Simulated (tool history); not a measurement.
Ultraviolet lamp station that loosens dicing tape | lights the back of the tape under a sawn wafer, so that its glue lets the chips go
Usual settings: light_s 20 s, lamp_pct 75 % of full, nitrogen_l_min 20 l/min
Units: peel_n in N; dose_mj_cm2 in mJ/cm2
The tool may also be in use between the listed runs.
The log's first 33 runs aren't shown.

run   hour  light_s  lamp_pct  nitrogen_l_min  hours of work of the lamp  hours of work since the window was cleaned  peel_n  dose_mj_cm2
 34  623.8       20        84              30                        483                                         138   0.619          260
 35  639.4       20        84              30                        490                                         145   0.606          258
 36  659.9       20        84              30                        499                                         154   0.612          257
 37  672.0       20        84              30                        504                                         160   0.596          261
 38  682.5       29        96               6                        509                                         164   0.748          425
 39  693.8       27        75              20                        514                                         169   0.595          309
 40  716.5       25        73              11                        524                                         179   1.005          280
 41  733.5       29        86              13                        531                                         187   0.551          381
 42  749.6       25        64              18                        538                                         194   0.926          244

3 ways to go on from here, each from the tool as it stands after run 42. What would each give?
  A  768.2       10        61              17                        547                                         202       ?            ?
  B  768.2       27        79              28                        547                                         202       ?            ?
  C  768.2       16        76              24                        547                                         202       ?            ?

run  peel_n  dose_mj_cm2
  A   3.011           90
  B   0.442          319
  C   1.219          182
Without the tool's hidden state the same runs would have given:
run  peel_n  dose_mj_cm2
  A   2.777          100
  B   0.380          354
  C   1.042          202
